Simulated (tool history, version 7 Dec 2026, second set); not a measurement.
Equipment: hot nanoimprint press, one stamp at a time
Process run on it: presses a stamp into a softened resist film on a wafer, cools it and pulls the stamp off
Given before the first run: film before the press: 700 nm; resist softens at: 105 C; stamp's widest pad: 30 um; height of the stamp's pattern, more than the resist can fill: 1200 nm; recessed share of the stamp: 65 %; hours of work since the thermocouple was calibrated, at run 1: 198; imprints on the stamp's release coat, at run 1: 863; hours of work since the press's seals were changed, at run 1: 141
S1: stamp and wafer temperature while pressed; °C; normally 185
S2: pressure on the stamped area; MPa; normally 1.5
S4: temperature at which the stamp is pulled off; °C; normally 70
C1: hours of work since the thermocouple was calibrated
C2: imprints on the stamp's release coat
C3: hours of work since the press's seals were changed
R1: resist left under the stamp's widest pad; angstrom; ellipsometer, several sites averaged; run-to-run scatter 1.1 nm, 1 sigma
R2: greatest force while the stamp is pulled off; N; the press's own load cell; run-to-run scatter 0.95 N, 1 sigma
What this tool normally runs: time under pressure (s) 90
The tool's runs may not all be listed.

run 1 hour=0 | S1=185 S2=1.5 time_under_pressure_(s)=90 S4=70 | C1=198 C2=863 C3=141 | R1=3586 R2=195.3
run 2 hour=23.9 | S1=185 S2=1.53 time_under_pressure_(s)=90 S4=70 | C1=211 C2=920 C3=154 | R1=3549 R2=194
run 3 hour=58.8 | S1=185 S2=1.5 time_under_pressure_(s)=90 S4=70 | C1=230 C2=1003 C3=173 | R1=3577 R2=194
-- hour=93 stamp cleaned and given a new release coat
run 4 hour=111.1 | S1=185 S2=1.5 time_under_pressure_(s)=90 S4=70 | C1=255 C2=43 C3=198 | R1=3578 R2=194.5
run 5 hour=134.5 | S1=185 S2=1.5 time_under_pressure_(s)=90 S4=70 | C1=267 C2=98 C3=210 | R1=3580 R2=195.2
run 6 hour=164.3 | S1=185 S2=1.5 time_under_pressure_(s)=90 S4=70 | C1=283 C2=169 C3=227 | R1=3586 R2=194.4
run 7 hour=196.3 | S1=185 S2=1.5 time_under_pressure_(s)=90 S4=70 | C1=301 C2=244 C3=244 | R1=3577 R2=194.8
run 8 hour=243.4 | S1=185 S2=1.5 time_under_pressure_(s)=90 S4=70 | C1=326 C2=356 C3=269 | R1=3578 R2=194.8
run 9 hour=268.1 | S1=185 S2=1.36 time_under_pressure_(s)=90 S4=70 | C1=340 C2=414 C3=283 | R1=3773 R2=194.8
run 10 hour=316.3 | S1=185 S2=1.36 time_under_pressure_(s)=90 S4=70 | C1=366 C2=528 C3=309 | R1=3756 R2=194.4
run 11 hour=359 | S1=185 S2=1.36 time_under_pressure_(s)=90 S4=70 | C1=389 C2=629 C3=332 | R1=3775 R2=195.4

What does the tool deliver on the next run?
run 12 hour=386.5 | S1=185 S2=1.34 time_under_pressure_(s)=70 S4=70 | C1=404 C2=694 C3=347 | R1=? R2=?

{"run 12": {"R1": 4082, "R2": 194.8}}
Had the tool carried no hidden state, the very same run would have given R1 4080 angstrom, R2 194.7 N.

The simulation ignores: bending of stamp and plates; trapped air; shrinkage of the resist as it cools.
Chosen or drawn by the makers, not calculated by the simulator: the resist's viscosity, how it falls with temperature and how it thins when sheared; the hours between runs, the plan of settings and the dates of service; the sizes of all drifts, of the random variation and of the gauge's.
